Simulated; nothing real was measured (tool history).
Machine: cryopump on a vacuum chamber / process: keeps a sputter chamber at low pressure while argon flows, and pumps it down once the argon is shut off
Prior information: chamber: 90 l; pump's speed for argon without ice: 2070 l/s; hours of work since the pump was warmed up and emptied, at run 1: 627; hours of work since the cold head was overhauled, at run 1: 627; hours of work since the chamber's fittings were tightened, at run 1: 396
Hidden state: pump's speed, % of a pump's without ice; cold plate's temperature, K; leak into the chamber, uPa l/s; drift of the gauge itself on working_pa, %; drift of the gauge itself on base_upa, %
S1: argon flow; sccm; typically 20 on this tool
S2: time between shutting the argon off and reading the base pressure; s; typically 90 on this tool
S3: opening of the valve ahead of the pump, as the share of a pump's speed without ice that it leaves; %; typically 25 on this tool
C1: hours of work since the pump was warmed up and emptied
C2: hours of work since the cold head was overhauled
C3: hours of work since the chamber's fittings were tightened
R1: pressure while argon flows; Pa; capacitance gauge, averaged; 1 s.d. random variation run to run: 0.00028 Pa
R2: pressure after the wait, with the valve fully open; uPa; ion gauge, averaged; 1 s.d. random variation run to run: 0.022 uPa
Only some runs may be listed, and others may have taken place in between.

run    hour  S1   S2  S3   C1    C2   C3      R1    R2
  1       0  20   90  25  627   627  396   0.067  1.16
  2    36.2  23   90  25  645   645  413  0.0768  1.26
  3    90.4  23   90  25  671   671  440  0.0769  1.31
  4   127.7  20   90  25  689   689  458  0.0674  1.33
  5     184  20   90  25  716   716  485   0.067  1.39
  6   238.6  20   90  25  743   743  511  0.0672  1.38
  7   278.7  20   90  25  762   762  531  0.0672  1.44
  8   318.9  20   90  25  782   782  550  0.0673  1.44
  9   352.8  20   90  25  798   798  567  0.0672  1.51
 10   400.7  20   90  25  821   821  590  0.0674  1.57
 11     464  20   90  25  852   852  620  0.0672  1.64
 12   501.5  21   90  24  870   870  639  0.0743  1.69
 13   558.3  17  139  46  898   898  666  0.0322  1.62
 14   620.8  17  139  46  928   928  696  0.0324   1.6
 15     658  27   90  21  946   946  714  0.1083  1.86
 16   695.8  16   20  21  964   964  733   0.064  3.24
 17   746.5  14   29  21  989   989  757  0.0559  2.67
      766.6  -- pump warmed up, emptied and cooled again
 18   787.5  11   47  23   10  1006  775  0.0394  2.16
 19   846.4  11   38  22   39  1035  803  0.0408  2.31
 20   903.7  19   38  18   66  1062  831  0.0865  2.35
 21   969.4   8   39  33   98  1094  863  0.0198  2.44
 22  1016.9  12  116  28  121  1117  886  0.0353  1.82

Consider 4 possible next runs. They are alternatives, not a sequence: every one starts from the tool as it was left by run 22. What does each give?
  A  1075.2  20   90  22  149  1145  914   ?   ?
  B  1075.2  20   41  25  149  1145  914   ?   ?
  C  1075.2  20  149  25  149  1145  914   ?   ?
  D  1075.2  28   24  35  149  1145  914   ?   ?

run      R1    R2
  A   0.075  1.96
  B  0.0661  2.43
  C  0.0659  1.82
  D  0.0659  3.06
With the hidden condition removed and each run's random variation left untouched, the same runs would have given:
run      R1    R2
  A  0.0745  0.53
  B  0.0655  1.01
  C  0.0653  0.39
  D  0.0651  1.64
